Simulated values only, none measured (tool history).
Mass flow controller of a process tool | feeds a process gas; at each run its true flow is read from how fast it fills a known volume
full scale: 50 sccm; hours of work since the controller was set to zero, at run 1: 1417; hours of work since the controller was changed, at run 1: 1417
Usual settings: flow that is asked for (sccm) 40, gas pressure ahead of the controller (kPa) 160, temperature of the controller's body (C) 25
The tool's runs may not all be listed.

| run | hour | flow that is asked for (sccm) | gas pressure ahead of the controller (kPa) | temperature of the controller's body (C) | hours of work since the controller was set to zero | hours of work since the controller was changed | true flow (%) |
|---|---|---|---|---|---|---|---|
| 1 | 0.0 | 40 | 160 | 25 | 1417 | 1417 | 100.50 |
| 2 | 112.0 | 40 | 160 | 25 | 1481 | 1481 | 100.44 |
| 3 | 206.1 | 40 | 160 | 27 | 1535 | 1535 | 100.22 |
| 4 | 309.5 | 40 | 160 | 25 | 1595 | 1595 | 100.74 |
| 5 | 414.0 | 40 | 160 | 25 | 1655 | 1655 | 100.67 |
|  | 419.2 | controller's zero set anew |
| 6 | 528.8 | 40 | 143 | 27 | 63 | 1721 | 100.69 |
| 7 | 577.7 | 5 | 160 | 25 | 91 | 1749 | 104.46 |
| 8 | 646.2 | 17 | 160 | 25 | 130 | 1788 | 100.96 |
| 9 | 713.7 | 17 | 160 | 25 | 169 | 1827 | 100.93 |
| 10 | 798.4 | 17 | 160 | 25 | 218 | 1876 | 101.00 |

5 ways to go on from here, each from the tool as it stands after run 10. What would each give?
| A | 899.7 | 5 | 269 | 32 | 276 | 1934 | ? |
| B | 899.7 | 41 | 221 | 23 | 276 | 1934 | ? |
| C | 899.7 | 7 | 178 | 25 | 276 | 1934 | ? |
| D | 899.7 | 17 | 154 | 25 | 276 | 1934 | ? |
| E | 899.7 | 40 | 160 | 21 | 276 | 1934 | ? |

| run | true flow (%) |
|---|---|
| A | 104.06 |
| B | 101.11 |
| C | 103.10 |
| D | 101.13 |
| E | 101.44 |
Without the tool's hidden state the same runs would have given:
| run | true flow (%) |
|---|---|
| A | 97.35 |
| B | 99.77 |
| C | 98.14 |
| D | 98.74 |
| E | 100.09 |

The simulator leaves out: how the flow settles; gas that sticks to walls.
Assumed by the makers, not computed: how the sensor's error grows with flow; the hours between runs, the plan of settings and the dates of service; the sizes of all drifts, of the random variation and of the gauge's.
